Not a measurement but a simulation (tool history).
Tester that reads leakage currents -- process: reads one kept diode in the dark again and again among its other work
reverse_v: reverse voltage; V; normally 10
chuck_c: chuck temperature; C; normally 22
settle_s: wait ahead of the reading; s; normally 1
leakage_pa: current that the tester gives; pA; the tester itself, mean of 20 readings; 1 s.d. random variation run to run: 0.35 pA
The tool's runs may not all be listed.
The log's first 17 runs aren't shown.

run	hour	reverse_v	chuck_c	settle_s	leakage_pa
18	658	3.4	57	0.98	1417.59
19	700.2	16.8	22	1.11	141.64
20	724.4	10	22	8.85	116.54
21	750.4	3.4	29	0.37	147.54
22	790.6	3.4	29	0.37	146.74
23	823.3	5.3	28	3.02	158.96
24	880	5.3	28	3.02	158.19
25	926.1	10	31	2.72	261.12
26	957.8	19.1	32	1	362.35
27	994	19.1	32	1	363.88
28	1033.9	1.9	32	1.99	153.32
29	1077.9	1.9	25	2.47	82.68
30	1132	6.6	26	2.47	143.79

What if the next run were any one of these 4? Each begins from the tool's condition after run 30:
A	1160.6	6.6	21	0.92	?
B	1160.6	7.2	26	8.51	?
C	1160.6	1.3	31	2.5	?
D	1160.6	1.9	22	2.47	?

run	leakage_pa
A	91.51
B	147.78
C	122.23
D	63.11
Had the tool no hidden state, the same runs would have come out as:
run	leakage_pa
A	91.51
B	147.81
C	122.29
D	63.13

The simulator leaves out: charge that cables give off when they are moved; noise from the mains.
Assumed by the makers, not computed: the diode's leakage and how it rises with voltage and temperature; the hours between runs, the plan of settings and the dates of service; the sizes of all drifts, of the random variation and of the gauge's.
